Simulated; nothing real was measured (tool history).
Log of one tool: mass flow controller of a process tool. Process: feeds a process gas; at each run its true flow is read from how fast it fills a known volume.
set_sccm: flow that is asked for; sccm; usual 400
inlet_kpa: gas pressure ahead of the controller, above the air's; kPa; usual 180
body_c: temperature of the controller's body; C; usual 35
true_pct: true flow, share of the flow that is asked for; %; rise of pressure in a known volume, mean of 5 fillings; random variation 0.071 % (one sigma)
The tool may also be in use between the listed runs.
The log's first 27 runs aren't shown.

| run | day | set_sccm | inlet_kpa | body_c | true_pct |
|---|---|---|---|---|---|
| 28 | 261.371 | 220 | 245 | 37 | 97.64 |
| 29 | 270.254 | 220 | 245 | 37 | 97.58 |
|  | 275.808 | controller exchanged for a calibrated one |
| 30 | 275.808 | 130 | 149 | 26 | 98.35 |
| 31 | 287.200 | 130 | 149 | 26 | 98.12 |
| 32 | 298.221 | 131 | 209 | 26 | 97.70 |
| 33 | 310.371 | 131 | 209 | 26 | 97.67 |
| 34 | 317.808 | 226 | 228 | 29 | 97.67 |
| 35 | 330.200 | 248 | 161 | 22 | 98.23 |

Forecast each of these 4 alternatives for the next run:
| A | 340.804 | 458 | 161 | 32 | ? |
| B | 340.804 | 58 | 180 | 35 | ? |
| C | 340.804 | 282 | 180 | 26 | ? |
| D | 340.804 | 61 | 161 | 37 | ? |

| run | true_pct |
|---|---|
| A | 98.25 |
| B | 97.33 |
| C | 97.91 |
| D | 97.32 |
Without the tool's hidden state the same runs would have given:
| run | true_pct |
|---|---|
| A | 99.98 |
| B | 99.05 |
| C | 99.64 |
| D | 99.04 |
